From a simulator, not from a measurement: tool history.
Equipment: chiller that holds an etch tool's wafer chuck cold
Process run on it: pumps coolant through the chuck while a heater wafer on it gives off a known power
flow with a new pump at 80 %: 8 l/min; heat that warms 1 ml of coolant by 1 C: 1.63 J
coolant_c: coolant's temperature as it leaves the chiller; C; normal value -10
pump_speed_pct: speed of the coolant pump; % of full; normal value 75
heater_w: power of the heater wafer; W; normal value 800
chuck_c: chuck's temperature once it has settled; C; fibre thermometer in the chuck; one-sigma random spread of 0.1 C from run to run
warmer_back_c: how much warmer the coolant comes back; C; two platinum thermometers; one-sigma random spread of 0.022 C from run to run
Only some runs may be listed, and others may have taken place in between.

run     day  coolant_c  pump_speed_pct  heater_w  chuck_c  warmer_back_c
  1       0        -10              75       800     -1.3           3.99
  2   1.546        -10              75       800     -1.4           4.02
  3   2.542        -10              75       800       -1           4.04
  4   3.725        -10              91       800     -2.1           3.31
  5   5.746        -10              91       800       -2           3.27
  6   8.075        -10              91       800     -2.1           3.28
  7  10.142        -10              91       800       -2           3.32
  8  11.117        -10              75       894      0.1           4.53
  9  12.121         -2              64       430      3.5            2.5
 10  14.012         -2             100       768      5.3           2.88
 11  16.025         -1              72       712      7.3           3.73
 12  17.321         -1              72       712      7.4           3.73
 13  18.642        -10              94       800     -2.2           3.19
 14  19.942        -10              94       800     -1.9           3.22
 15  22.312        -10              70       800     -0.6           4.38
 16  24.717        -10              70       736     -1.1           3.98

Results for each run, recomputed without the tool's hidden state and with each run's random variation untouched:
Hidden conditions of the tool in this case: heat passed by the chuck's channels, % of clean ones'; flow at a given pump speed, % of a new pump's; coolant's true temperature over the reading, C; drift of the gauge itself on chuck_c, C; drift of the gauge itself on warmer_back_c, C.
run  chuck_c  warmer_back_c
  1     -2.4           3.92
  2     -2.5           3.94
  3     -2.2           3.96
  4     -3.2           3.25
  5     -3.1            3.2
  6     -3.3           3.21
  7     -3.2           3.25
  8     -1.3           4.43
  9      2.6           2.44
 10      4.1           2.81
 11        6           3.64
 12      6.1           3.63
 13     -3.5           3.11
 14     -3.2           3.14
 15     -2.2           4.26
 16     -2.6           3.86
